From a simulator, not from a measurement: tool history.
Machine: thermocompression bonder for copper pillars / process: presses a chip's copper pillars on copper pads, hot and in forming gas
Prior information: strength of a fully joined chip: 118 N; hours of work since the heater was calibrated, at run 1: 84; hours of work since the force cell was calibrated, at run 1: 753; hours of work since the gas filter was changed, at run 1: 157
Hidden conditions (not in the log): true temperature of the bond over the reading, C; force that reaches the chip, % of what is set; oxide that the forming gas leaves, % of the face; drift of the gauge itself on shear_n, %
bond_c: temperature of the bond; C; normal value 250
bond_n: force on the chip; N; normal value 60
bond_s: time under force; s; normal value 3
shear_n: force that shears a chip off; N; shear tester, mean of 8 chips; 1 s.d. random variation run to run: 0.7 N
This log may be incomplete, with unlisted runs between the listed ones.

run     day  bond_c  bond_n  bond_s  hours of work since the heater was calibrated  hours of work since the force cell was calibrated  hours of work since the gas filter was changed  shear_n
  1       0     250      60       3                                             84                                                753                                             157     44.8
  2   1.004     250      60       3                                             97                                                765                                             169       44
  3   2.296     250      60       3                                            112                                                781                                             185     44.4
  4   3.183     250      60       3                                            123                                                791                                             196     43.5
  5   4.154     250      60       2                                            134                                                803                                             207     37.4
  6   5.004     250      60       3                                            145                                                813                                             218       44
  7   5.625     245      60       3                                            152                                                821                                             225     40.1
  8   6.604     250      60       3                                            164                                                833                                             237     44.5
  9   7.304     250      60       3                                            172                                                841                                             245     43.5
 10   8.567     250      60       3                                            188                                                856                                             260     43.3
 11   9.171     250      73       3                                            195                                                863                                             268     49.1
 12   9.788     278      47       3                                            202                                                871                                             275     53.8
 13  10.512     230      60       3                                            211                                                880                                             284     29.2
     11.188  -- forming gas filter changed
 14  11.188     230      60       2                                            219                                                887                                               0     26.9
 15  12.167     266      78       3                                            231                                                899                                              12     68.3
 16  12.854     266      78       3                                            239                                                907                                              20     67.1
 17  13.717     266      78       3                                            249                                                918                                              30     67.7

Below, some changes in shear_n between adjacent runs. For each, the amount present without the hidden state too (settings, incoming material, random variation) and the amount remaining for the hidden state with gauge scatter not shared by both compared results:
Run 12 -> 13: bond_c 278 -> 230, bond_n 47 -> 60. shear_n -24.6 N: hidden state +2.9, all else -27.5.
Run 14 -> 15: bond_c 230 -> 266, bond_n 60 -> 78, bond_s 2 -> 3. shear_n +41.4 N: hidden state -2.3, all else +43.7.
